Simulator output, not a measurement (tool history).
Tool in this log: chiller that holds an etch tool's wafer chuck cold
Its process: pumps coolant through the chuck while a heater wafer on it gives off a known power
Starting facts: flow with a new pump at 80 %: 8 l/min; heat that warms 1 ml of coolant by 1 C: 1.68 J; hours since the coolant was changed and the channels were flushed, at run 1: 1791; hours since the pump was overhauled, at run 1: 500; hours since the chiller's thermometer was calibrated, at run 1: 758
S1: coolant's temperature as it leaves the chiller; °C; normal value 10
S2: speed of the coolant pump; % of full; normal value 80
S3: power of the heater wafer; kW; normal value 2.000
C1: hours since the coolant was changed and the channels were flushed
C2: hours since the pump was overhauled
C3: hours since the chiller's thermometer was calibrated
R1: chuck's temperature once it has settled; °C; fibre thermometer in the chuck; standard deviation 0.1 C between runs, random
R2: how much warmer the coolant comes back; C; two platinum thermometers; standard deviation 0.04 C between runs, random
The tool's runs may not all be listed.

| run | hour | S1 | S2 | S3 | C1 | C2 | C3 | R1 | R2 |
|---|---|---|---|---|---|---|---|---|---|
| 1 | 0.0 | 10 | 80 | 2.000 | 1791 | 500 | 758 | 31.2 | 8.92 |
| 2 | 119.5 | 11 | 80 | 2.000 | 1910 | 619 | 877 | 32.3 | 8.88 |
| 3 | 226.5 | 10 | 80 | 2.000 | 2017 | 726 | 984 | 31.3 | 8.94 |
| 4 | 353.5 | 10 | 80 | 2.000 | 2144 | 853 | 1111 | 31.4 | 8.88 |
| 5 | 543.3 | 5 | 80 | 2.000 | 2334 | 1043 | 1301 | 26.3 | 8.88 |
| 6 | 622.8 | 5 | 80 | 2.000 | 2413 | 1123 | 1381 | 26.0 | 9.00 |
|  | 742.2 | coolant changed, channels flushed |
| 7 | 809.2 | 10 | 80 | 1.381 | 67 | 1303 | 1561 | 24.7 | 6.17 |
| 8 | 957.7 | 4 | 80 | 2.000 | 215 | 1451 | 1710 | 25.1 | 8.97 |
| 9 | 1089.1 | 4 | 80 | 2.000 | 347 | 1583 | 1841 | 25.2 | 8.89 |
| 10 | 1255.1 | 10 | 80 | 2.123 | 513 | 1749 | 2007 | 32.8 | 9.46 |
| 11 | 1338.1 | 10 | 80 | 2.123 | 596 | 1832 | 2090 | 32.6 | 9.47 |
| 12 | 1449.7 | 10 | 80 | 2.123 | 707 | 1943 | 2202 | 32.7 | 9.47 |
| 13 | 1640.4 | 10 | 80 | 2.000 | 898 | 2134 | 2392 | 31.3 | 8.94 |
| 14 | 1810.2 | 10 | 80 | 2.000 | 1068 | 2304 | 2562 | 31.3 | 8.93 |
| 15 | 1992.1 | 10 | 80 | 2.000 | 1250 | 2486 | 2744 | 31.3 | 8.90 |
| 16 | 2166.1 | 10 | 80 | 1.010 | 1424 | 2660 | 2918 | 20.8 | 4.47 |
| 17 | 2328.5 | 5 | 80 | 2.000 | 1586 | 2822 | 3080 | 26.3 | 8.88 |
| 18 | 2470.5 | 5 | 80 | 2.000 | 1728 | 2964 | 3222 | 26.4 | 8.95 |
| 19 | 2560.2 | 19 | 80 | 1.565 | 1818 | 3054 | 3312 | 35.6 | 7.00 |
|  | 2610.1 | chiller's thermometer calibrated |
| 20 | 2720.4 | 3 | 80 | 2.000 | 1977 | 3213 | 110 | 24.2 | 8.90 |
| 21 | 2821.8 | 4 | 80 | 2.000 | 2079 | 3315 | 212 | 25.4 | 8.95 |
| 22 | 2903.0 | 8 | 81 | 2.000 | 2160 | 3396 | 293 | 28.9 | 8.79 |
| 23 | 3036.9 | 10 | 69 | 2.316 | 2294 | 3530 | 427 | 37.3 | 11.91 |
| 24 | 3123.4 | 2 | 76 | 2.157 | 2380 | 3616 | 513 | 25.8 | 10.18 |
|  | 3165.6 | coolant pump overhauled |
|  | 3284.0 | coolant changed, channels flushed |
| 25 | 3285.0 | 2 | 76 | 2.157 | 1 | 113 | 664 | 25.7 | 10.13 |
| 26 | 3469.7 | 9 | 65 | 2.000 | 186 | 298 | 849 | 33.6 | 10.86 |
| 27 | 3646.5 | 5 | 69 | 2.000 | 363 | 475 | 1025 | 28.8 | 10.25 |

5 options for the next run, each taken on its own from the tool as it stands now. Forecast them:
| A | 3816.6 | 16 | 95 | 1.512 | 533 | 645 | 1195 | ? | ? |
| B | 3816.6 | 5 | 67 | 2.000 | 533 | 645 | 1195 | ? | ? |
| C | 3816.6 | 5 | 67 | 1.259 | 533 | 645 | 1195 | ? | ? |
| D | 3816.6 | 12 | 66 | 2.015 | 533 | 645 | 1195 | ? | ? |
| E | 3816.6 | 5 | 67 | 1.210 | 533 | 645 | 1195 | ? | ? |

| run | R1 | R2 |
|---|---|---|
| A | 30.2 | 5.71 |
| B | 29.1 | 10.50 |
| C | 20.1 | 6.67 |
| D | 36.6 | 10.78 |
| E | 19.7 | 6.39 |
With the hidden condition removed and each run's random variation left untouched, the same runs would have given:
| run | R1 | R2 |
|---|---|---|
| A | 30.2 | 5.71 |
| B | 29.1 | 10.50 |
| C | 20.1 | 6.67 |
| D | 36.6 | 10.78 |
| E | 19.7 | 6.39 |
